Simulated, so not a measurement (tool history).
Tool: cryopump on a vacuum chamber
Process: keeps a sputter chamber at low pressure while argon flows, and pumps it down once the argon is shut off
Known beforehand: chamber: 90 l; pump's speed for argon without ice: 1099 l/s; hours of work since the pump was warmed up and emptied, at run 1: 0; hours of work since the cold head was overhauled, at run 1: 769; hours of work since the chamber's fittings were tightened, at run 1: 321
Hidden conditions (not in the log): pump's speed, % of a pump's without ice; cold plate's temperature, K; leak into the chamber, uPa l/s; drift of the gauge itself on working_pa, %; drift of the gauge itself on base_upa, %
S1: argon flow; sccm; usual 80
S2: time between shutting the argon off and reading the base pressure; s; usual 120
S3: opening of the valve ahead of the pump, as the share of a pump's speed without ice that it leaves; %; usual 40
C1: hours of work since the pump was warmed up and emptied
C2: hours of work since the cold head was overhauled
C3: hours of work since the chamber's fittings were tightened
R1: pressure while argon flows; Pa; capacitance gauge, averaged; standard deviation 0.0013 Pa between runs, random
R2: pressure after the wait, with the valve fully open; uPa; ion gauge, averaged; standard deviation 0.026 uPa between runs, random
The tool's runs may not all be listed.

Run 1, day 0: usual settings; C1 0; C2 769; C3 321. Result: R1 0.3091 Pa, R2 1.36 uPa.
Run 2, day 2.079: usual settings; C1 30; C2 799; C3 351. Result: R1 0.308 Pa, R2 1.39 uPa.
Run 3, day 3.738: usual settings; C1 54; C2 823; C3 375. Result: R1 0.3103 Pa, R2 1.34 uPa.
Run 4, day 5.4: usual settings; C1 78; C2 847; C3 399. Result: R1 0.3131 Pa, R2 1.46 uPa.
Run 5, day 6.771: usual settings; C1 98; C2 867; C3 419. Result: R1 0.3138 Pa, R2 1.46 uPa.
Run 6, day 8.604: usual settings but S1 39 sccm; C1 124; C2 893; C3 445. Result: R1 0.1519 Pa, R2 1.5 uPa.
Run 7, day 10.358: usual settings but S2 31 s; C1 149; C2 918; C3 471. Result: R1 0.3154 Pa, R2 3.94 uPa.
Run 8, day 11.475: usual settings but S2 31 s; C1 166; C2 934; C3 487. Result: R1 0.3166 Pa, R2 3.98 uPa.
Run 9, day 12.408: usual settings but S1 87 sccm, S2 28 s; C1 179; C2 948; C3 500. Result: R1 0.3442 Pa, R2 4.24 uPa.
Run 10, day 14.171: usual settings but S1 87 sccm, S2 28 s; C1 204; C2 973; C3 526. Result: R1 0.3439 Pa, R2 4.27 uPa.
Run 11, day 16.046: usual settings but S1 87 sccm, S2 28 s; C1 231; C2 1000; C3 553. Result: R1 0.3476 Pa, R2 4.33 uPa.
Run 12, day 17.654: usual settings but S1 39 sccm, S2 28 s, S3 26 %; C1 255; C2 1024; C3 576. Result: R1 0.238 Pa, R2 4.21 uPa.
Run 13, day 18.654: usual settings but S1 41 sccm, S2 48 s, S3 27 %; C1 269; C2 1038; C3 590. Result: R1 0.2407 Pa, R2 2.89 uPa.

3 options for the next run, each taken on its own from the tool as it stands now. Forecast them:
Run A, day 20.538: usual settings but S1 48 sccm, S2 48 s, S3 27 %; C1 296; C2 1065; C3 618. Result: R1 ?, R2 ?.
Run B, day 20.538: usual settings but S1 58 sccm, S3 32 %; C1 296; C2 1065; C3 618. Result: R1 ?, R2 ?.
Run C, day 20.538: usual settings but S1 137 sccm, S2 48 s, S3 42 %; C1 296; C2 1065; C3 618. Result: R1 ?, R2 ?.

run      R1    R2
  A  0.2829  2.92
  B  0.2909  1.68
  C  0.5278  2.95
What these runs would have given with no unlogged condition in the tool:
run      R1    R2
  A  0.2739  2.36
  B    0.28  1.12
  C   0.502  2.39

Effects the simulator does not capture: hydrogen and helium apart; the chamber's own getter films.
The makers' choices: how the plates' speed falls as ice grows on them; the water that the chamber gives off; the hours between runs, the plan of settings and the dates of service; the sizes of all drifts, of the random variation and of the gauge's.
